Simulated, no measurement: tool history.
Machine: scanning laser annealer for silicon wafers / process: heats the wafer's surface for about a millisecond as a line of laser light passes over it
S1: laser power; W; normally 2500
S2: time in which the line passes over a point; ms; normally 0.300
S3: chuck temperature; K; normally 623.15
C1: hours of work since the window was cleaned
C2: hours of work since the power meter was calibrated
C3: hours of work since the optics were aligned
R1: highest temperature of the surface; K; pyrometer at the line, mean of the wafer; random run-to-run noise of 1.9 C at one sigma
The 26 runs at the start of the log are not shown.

| run | hour | S1 | S2 | S3 | C1 | C2 | C3 | R1 |
|---|---|---|---|---|---|---|---|---|
| 27 | 1683.6 | 2407 | 0.276 | 604.15 | 541 | 1516 | 979 | 1316.15 |
| 28 | 1763.9 | 2202 | 0.276 | 604.15 | 579 | 1553 | 1017 | 1239.15 |
| 29 | 1816.8 | 2609 | 0.378 | 648.15 | 603 | 1578 | 1041 | 1585.15 |
| 30 | 1877.8 | 2129 | 0.290 | 626.15 | 632 | 1606 | 1070 | 1256.15 |
| 31 | 1924.3 | 2129 | 0.290 | 662.15 | 653 | 1628 | 1092 | 1287.15 |
| 32 | 1982.2 | 2129 | 0.290 | 662.15 | 680 | 1655 | 1119 | 1288.15 |
| 33 | 2065.2 | 2129 | 0.290 | 662.15 | 719 | 1694 | 1157 | 1291.15 |
| 34 | 2150.6 | 2129 | 0.290 | 662.15 | 759 | 1733 | 1197 | 1290.15 |
| 35 | 2203.7 | 2305 | 0.236 | 631.15 | 784 | 1758 | 1222 | 1245.15 |
| 36 | 2270.8 | 2312 | 0.269 | 660.15 | 815 | 1790 | 1253 | 1328.15 |
| 37 | 2322.4 | 2586 | 0.248 | 623.15 | 839 | 1814 | 1277 | 1356.15 |
| 38 | 2385.0 | 2654 | 0.300 | 623.15 | 868 | 1843 | 1306 | 1466.15 |
| 39 | 2436.5 | 2712 | 0.314 | 597.15 | 892 | 1867 | 1330 | 1484.15 |

Run 40 comes next. What will it give?
| 40 | 2505.8 | 2170 | 0.361 | 602.15 | 925 | 1899 | 1363 | ? |

R1: 1332.15 K
Without the tool's hidden state the same run would have given R1 1333.15 K.

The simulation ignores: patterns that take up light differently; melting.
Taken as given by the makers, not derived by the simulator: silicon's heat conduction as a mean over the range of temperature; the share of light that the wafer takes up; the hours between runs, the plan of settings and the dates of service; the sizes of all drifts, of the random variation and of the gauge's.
